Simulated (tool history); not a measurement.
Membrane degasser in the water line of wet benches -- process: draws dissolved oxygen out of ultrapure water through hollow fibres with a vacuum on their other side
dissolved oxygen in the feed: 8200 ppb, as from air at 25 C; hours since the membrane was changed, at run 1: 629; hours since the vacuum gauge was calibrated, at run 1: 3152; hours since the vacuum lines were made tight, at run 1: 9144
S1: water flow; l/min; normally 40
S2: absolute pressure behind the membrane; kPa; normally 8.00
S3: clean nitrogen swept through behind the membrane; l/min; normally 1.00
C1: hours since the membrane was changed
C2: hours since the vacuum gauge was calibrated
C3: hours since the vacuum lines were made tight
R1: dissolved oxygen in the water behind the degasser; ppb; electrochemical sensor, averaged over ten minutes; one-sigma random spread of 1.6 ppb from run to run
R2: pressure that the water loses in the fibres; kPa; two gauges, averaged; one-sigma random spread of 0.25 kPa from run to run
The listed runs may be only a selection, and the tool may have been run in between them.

{"run": 1, "hour": 0.0, "S1": 40, "S2": 8.0, "S3": 1.0, "C1": 629, "C2": 3152, "C3": 9144, "R1": 394.2, "R2": 66.17}
{"run": 2, "hour": 38.5, "S1": 40, "S2": 8.0, "S3": 1.0, "C1": 667, "C2": 3190, "C3": 9182, "R1": 394.9, "R2": 66.38}
{"run": 3, "hour": 78.1, "S1": 40, "S2": 8.0, "S3": 1.0, "C1": 707, "C2": 3230, "C3": 9222, "R1": 389.5, "R2": 65.96}
{"run": 4, "hour": 124.2, "S1": 40, "S2": 8.0, "S3": 1.0, "C1": 753, "C2": 3276, "C3": 9268, "R1": 390.0, "R2": 65.64}
{"run": 5, "hour": 177.2, "S1": 40, "S2": 8.0, "S3": 0.5, "C1": 806, "C2": 3329, "C3": 9321, "R1": 635.7, "R2": 66.13}
{"run": 6, "hour": 208.9, "S1": 40, "S2": 8.0, "S3": 0.5, "C1": 838, "C2": 3361, "C3": 9353, "R1": 636.4, "R2": 65.71}
{"run": 7, "hour": 243.6, "S1": 40, "S2": 8.0, "S3": 0.5, "C1": 872, "C2": 3395, "C3": 9387, "R1": 636.0, "R2": 65.66}
{"run": 8, "hour": 292.9, "S1": 40, "S2": 8.0, "S3": 1.49, "C1": 922, "C2": 3445, "C3": 9437, "R1": 290.1, "R2": 66.22}
{"run": 9, "hour": 322.1, "S1": 40, "S2": 8.0, "S3": 1.49, "C1": 951, "C2": 3474, "C3": 9466, "R1": 288.6, "R2": 65.76}
{"run": 10, "hour": 371.9, "S1": 40, "S2": 8.0, "S3": 1.0, "C1": 1001, "C2": 3524, "C3": 9516, "R1": 393.1, "R2": 65.78}
{"run": 11, "hour": 409.2, "S1": 40, "S2": 8.0, "S3": 1.0, "C1": 1038, "C2": 3561, "C3": 9553, "R1": 394.3, "R2": 66.03}
{"run": 12, "hour": 443.2, "S1": 40, "S2": 8.0, "S3": 1.0, "C1": 1072, "C2": 3595, "C3": 9587, "R1": 396.9, "R2": 66.21}
{"run": 13, "hour": 500.9, "S1": 40, "S2": 8.0, "S3": 1.0, "C1": 1130, "C2": 3653, "C3": 9645, "R1": 397.9, "R2": 65.91}
{"run": 14, "hour": 544.8, "S1": 60, "S2": 8.0, "S3": 1.0, "C1": 1174, "C2": 3697, "C3": 9689, "R1": 560.2, "R2": 98.92}
{"run": 15, "hour": 603.0, "S1": 60, "S2": 8.0, "S3": 1.0, "C1": 1232, "C2": 3755, "C3": 9747, "R1": 557.4, "R2": 98.79}
{"run": 16, "hour": 633.4, "S1": 60, "S2": 8.0, "S3": 1.0, "C1": 1262, "C2": 3785, "C3": 9777, "R1": 559.8, "R2": 98.96}
{"run": 17, "hour": 691.3, "S1": 40, "S2": 15.17, "S3": 0.5, "C1": 1320, "C2": 3843, "C3": 9835, "R1": 1416.0, "R2": 65.87}
{"run": 18, "hour": 744.3, "S1": 40, "S2": 6.22, "S3": 2.32, "C1": 1373, "C2": 3896, "C3": 9888, "R1": 133.1, "R2": 65.79}
{"run": 19, "hour": 803.4, "S1": 40, "S2": 4.98, "S3": 0.91, "C1": 1432, "C2": 3955, "C3": 9947, "R1": 178.0, "R2": 66.32}
{"run": 20, "hour": 836.2, "S1": 26, "S2": 8.0, "S3": 2.03, "C1": 1465, "C2": 3988, "C3": 9980, "R1": 149.5, "R2": 42.78}
{"run": 21, "hour": 876.5, "S1": 35, "S2": 5.69, "S3": 1.03, "C1": 1505, "C2": 4028, "C3": 10020, "R1": 191.3, "R2": 58.04}
{"run": 22, "hour": 919.6, "S1": 33, "S2": 11.18, "S3": 1.54, "C1": 1548, "C2": 4071, "C3": 10063, "R1": 377.8, "R2": 54.49}
{"run": 23, "hour": 963.6, "S1": 33, "S2": 11.18, "S3": 1.54, "C1": 1592, "C2": 4115, "C3": 10107, "R1": 378.2, "R2": 54.5}
{"run": 24, "hour": 1004.0, "S1": 33, "S2": 11.13, "S3": 1.79, "C1": 1633, "C2": 4156, "C3": 10148, "R1": 332.2, "R2": 54.64}
{"run": 25, "hour": 1054.3, "S1": 40, "S2": 10.63, "S3": 0.59, "C1": 1683, "C2": 4206, "C3": 10198, "R1": 841.3, "R2": 65.95}
{"run": 26, "hour": 1096.6, "S1": 40, "S2": 10.63, "S3": 0.59, "C1": 1725, "C2": 4248, "C3": 10240, "R1": 849.1, "R2": 65.97}
{"run": 27, "hour": 1128.8, "S1": 25, "S2": 10.63, "S3": 1.14, "C1": 1758, "C2": 4281, "C3": 10273, "R1": 359.1, "R2": 41.76}
{"run": 28, "hour": 1162.1, "S1": 41, "S2": 10.14, "S3": 0.85, "C1": 1791, "C2": 4314, "C3": 10306, "R1": 633.5, "R2": 67.87}
{"run": 29, "hour": 1215.8, "S1": 36, "S2": 15.65, "S3": 0.85, "C1": 1845, "C2": 4368, "C3": 10360, "R1": 971.6, "R2": 59.93}
{"run": 30, "hour": 1265.5, "S1": 36, "S2": 15.65, "S3": 0.85, "C1": 1894, "C2": 4417, "C3": 10409, "R1": 964.6, "R2": 60.02}
{"run": 31, "hour": 1311.0, "S1": 36, "S2": 15.65, "S3": 0.85, "C1": 1940, "C2": 4463, "C3": 10455, "R1": 966.2, "R2": 59.75}
{"run": 32, "hour": 1369.9, "S1": 40, "S2": 8.21, "S3": 1.68, "C1": 1999, "C2": 4522, "C3": 10514, "R1": 277.6, "R2": 66.51}

3 ways to go on from here, each from the tool as it stands after run 32. What would each give?
{"run": "A", "hour": 1415.8, "S1": 44, "S2": 17.48, "S3": 1.51, "C1": 2045, "C2": 4568, "C3": 10560, "R1": "?", "R2": "?"}
{"run": "B", "hour": 1415.8, "S1": 40, "S2": 8.21, "S3": 1.11, "C1": 2045, "C2": 4568, "C3": 10560, "R1": "?", "R2": "?"}
{"run": "C", "hour": 1415.8, "S1": 25, "S2": 7.08, "S3": 1.0, "C1": 2045, "C2": 4568, "C3": 10560, "R1": "?", "R2": "?"}

run=A R1=836.8 R2=72.84
run=B R1=382.9 R2=65.64
run=C R1=220.2 R2=41.12
Take away the tool's hidden state, keep each run's random variation, and the runs would have read:
run=A R1=820.9 R2=72.19
run=B R1=364.5 R2=65.05
run=C R1=205.9 R2=40.75

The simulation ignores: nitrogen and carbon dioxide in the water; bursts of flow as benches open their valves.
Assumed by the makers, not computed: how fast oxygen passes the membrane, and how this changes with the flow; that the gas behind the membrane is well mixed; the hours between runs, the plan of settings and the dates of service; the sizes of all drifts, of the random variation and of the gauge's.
